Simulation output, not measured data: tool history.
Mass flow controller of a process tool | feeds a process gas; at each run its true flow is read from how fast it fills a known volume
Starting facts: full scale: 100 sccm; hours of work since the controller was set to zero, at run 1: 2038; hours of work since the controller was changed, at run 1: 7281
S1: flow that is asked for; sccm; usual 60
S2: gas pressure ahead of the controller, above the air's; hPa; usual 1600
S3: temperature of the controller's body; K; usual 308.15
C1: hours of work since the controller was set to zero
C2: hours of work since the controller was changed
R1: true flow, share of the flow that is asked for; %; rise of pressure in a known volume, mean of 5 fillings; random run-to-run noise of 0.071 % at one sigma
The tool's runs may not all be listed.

run     hour  S1    S2      S3    C1     C2     R1
  1      0.0  60  1600  308.15  2038   7281  96.86
  2    452.1  60  1600  308.15  2263   7506  96.72
  3    722.6  60  1600  308.15  2398   7641  96.77
  4    957.7  60  2710  308.15  2515   7758  96.92
  5   1265.0  60  1600  311.15  2668   7911  96.65
  6   1685.9  98  1600  308.15  2878   8121  96.98
  7   1995.4  60  1600  310.15  3032   8275  96.49
  8   2461.9  60  1600  310.15  3265   8508  96.20
  9   2878.9  60  1600  310.15  3473   8716  96.04
 10   3252.0  60  1600  310.15  3659   8902  95.96
 11   3537.2  60  1600  295.15  3801   9044  94.92
 12   3950.1  60  1600  311.15  4007   9250  95.85
 13   4210.3  60  1600  311.15  4136   9380  95.78
 14   4472.8  60  1600  311.15  4267   9510  95.68
 15   4840.6  60  1600  304.15  4451   9694  94.97
 16   5111.9  60  1600  308.15  4586   9829  95.21
 17   5609.2  60  1600  302.15  4834  10077  94.65
 18   6058.0  60  1600  302.15  5058  10301  94.44
      6165.6  -- controller's zero set anew
 19   6498.0  81  2070  298.15   166  10520  95.57
 20   6925.2  88  1470  296.15   379  10733  95.17
      7213.1  -- controller exchanged for a calibrated one
 21   7273.8  88  1470  296.15    30     30  99.58
 22   7509.2  12  1600  293.15   148    148  98.44
 23   7984.7  60  1590  301.15   385    385  99.47
 24   8373.9  11  2320  297.15   579    579  98.16
 25   8746.1  60  2730  308.15   764    764  99.98
 26   9108.4  85  1880  305.15   945    945  99.71
 27   9468.1  85  1880  305.15  1124   1124  99.74
 28   9784.4  85  1880  302.15  1282   1282  99.48
 29  10245.0  11  1770  311.15  1511   1511  97.53
 30  10579.0  39  1740  299.15  1678   1678  98.16
 31  10928.3  12  1820  294.15  1852   1852  96.06

Selected run-to-run steps in R1, each split into two signed amounts: the part the tool would show with no hidden state at all (from settings, incoming material and random variation), and the remainder, which goes to the hidden state together with any gauge scatter not common to the measured and the hidden-state-free results:
Hidden state at play: flow at rest that the sensor doesn't see, % of full scale; true flow over the shown one, %; drift of the gauge itself on true_pct, %.
Run 20 -> 21: controller exchanged for a calibrated one. R1 +4.41 %: hidden state +4.44, all else -0.03.
Run 28 -> 29: S1 85 -> 11, S2 1880 -> 1770, S3 302.15 -> 311.15. R1 -1.95 %: hidden state -1.81, all else -0.14.
Run 30 -> 31: S1 39 -> 12, S2 1740 -> 1820, S3 299.15 -> 294.15. R1 -2.10 %: hidden state -1.62, all else -0.48.

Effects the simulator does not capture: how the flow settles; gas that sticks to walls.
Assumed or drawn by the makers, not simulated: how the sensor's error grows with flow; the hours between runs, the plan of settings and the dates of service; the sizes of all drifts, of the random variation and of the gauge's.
